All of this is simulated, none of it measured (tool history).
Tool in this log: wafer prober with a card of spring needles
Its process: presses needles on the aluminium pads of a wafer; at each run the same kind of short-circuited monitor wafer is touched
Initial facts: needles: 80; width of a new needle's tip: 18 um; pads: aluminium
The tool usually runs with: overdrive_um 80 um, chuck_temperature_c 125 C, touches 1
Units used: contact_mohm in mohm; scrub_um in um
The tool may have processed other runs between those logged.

Run 1, hour 0.0: usual settings. Result: contact_mohm 157 mohm, scrub_um 21.20 um.
Run 2, hour 7.4: usual settings. Result: contact_mohm 194 mohm, scrub_um 21.08 um.
At hour 9.6: tips cleaned on abrasive film.
Run 3, hour 18.8: usual settings. Result: contact_mohm 198 mohm, scrub_um 21.25 um.
At hour 19.9: tips cleaned on abrasive film.
Run 4, hour 26.1: usual settings but overdrive_um 77 um. Result: contact_mohm 193 mohm, scrub_um 20.30 um.
At hour 29.8: tips cleaned on abrasive film.
Run 5, hour 38.5: usual settings but overdrive_um 77 um. Result: contact_mohm 199 mohm, scrub_um 19.99 um.
At hour 39.6: tips cleaned on abrasive film.
Run 6, hour 48.0: usual settings but overdrive_um 77 um. Result: contact_mohm 196 mohm, scrub_um 20.15 um.
At hour 49.5: tips cleaned on abrasive film.
At hour 51.5: height of the first contact set anew.
At hour 59.4: tips cleaned on abrasive film.
Run 7, hour 61.0: usual settings but chuck_temperature_c 38 C. Result: contact_mohm 160 mohm, scrub_um 22.13 um.
At hour 69.3: tips cleaned on abrasive film.
Run 8, hour 70.5: usual settings but chuck_temperature_c 38 C. Result: contact_mohm 154 mohm, scrub_um 21.86 um.
Run 9, hour 75.8: usual settings but overdrive_um 76 um, chuck_temperature_c 81 C. Result: contact_mohm 188 mohm, scrub_um 20.78 um.
At hour 79.5: tips cleaned on abrasive film.
Run 10, hour 81.1: usual settings but overdrive_um 76 um, chuck_temperature_c 87 C. Result: contact_mohm 163 mohm, scrub_um 21.13 um.
At hour 89.3: tips cleaned on abrasive film.
Run 11, hour 89.9: usual settings but overdrive_um 81 um, touches 2. Result: contact_mohm 157 mohm, scrub_um 22.61 um.
Run 12, hour 95.4: usual settings but overdrive_um 65 um, chuck_temperature_c 62 C, touches 2. Result: contact_mohm 176 mohm, scrub_um 17.98 um.
At hour 99.3: tips cleaned on abrasive film.
Run 13, hour 106.4: usual settings but chuck_temperature_c 48 C, touches 2. Result: contact_mohm 171 mohm, scrub_um 21.83 um.
At hour 109.2: tips cleaned on abrasive film.
Run 14, hour 116.9: usual settings but chuck_temperature_c 48 C, touches 2. Result: contact_mohm 169 mohm, scrub_um 22.00 um.
At hour 118.9: tips cleaned on abrasive film.
Run 15, hour 125.2: usual settings but overdrive_um 69 um, chuck_temperature_c 30 C, touches 2. Result: contact_mohm 172 mohm, scrub_um 18.86 um.
At hour 128.8: tips cleaned on abrasive film.
Run 16, hour 135.7: usual settings but overdrive_um 92 um. Result: contact_mohm 182 mohm, scrub_um 25.46 um.

Consider 4 possible next runs. They are alternatives, not a sequence: every one starts from the tool as it was left by run 16. What does each give?
At hour 138.7: tips cleaned on abrasive film.
Run A, hour 141.7: usual settings but overdrive_um 92 um, chuck_temperature_c 46 C, touches 2. Result: contact_mohm ?, scrub_um ?.
At hour 138.7: tips cleaned on abrasive film.
Run B, hour 141.7: usual settings but overdrive_um 68 um, chuck_temperature_c 34 C, touches 2. Result: contact_mohm ?, scrub_um ?.
At hour 138.7: tips cleaned on abrasive film.
Run C, hour 141.7: usual settings but overdrive_um 92 um, chuck_temperature_c 53 C, touches 2. Result: contact_mohm ?, scrub_um ?.
At hour 138.7: tips cleaned on abrasive film.
Run D, hour 141.7: usual settings but overdrive_um 88 um, chuck_temperature_c 46 C. Result: contact_mohm ?, scrub_um ?.

run  contact_mohm  scrub_um
  A           155     25.08
  B           165     18.53
  C           153     24.77
  D           165     23.91
Without the tool's hidden state the same runs would have given:
run  contact_mohm  scrub_um
  A           140     25.35
  B           140     18.80
  C           139     25.04
  D           140     24.18
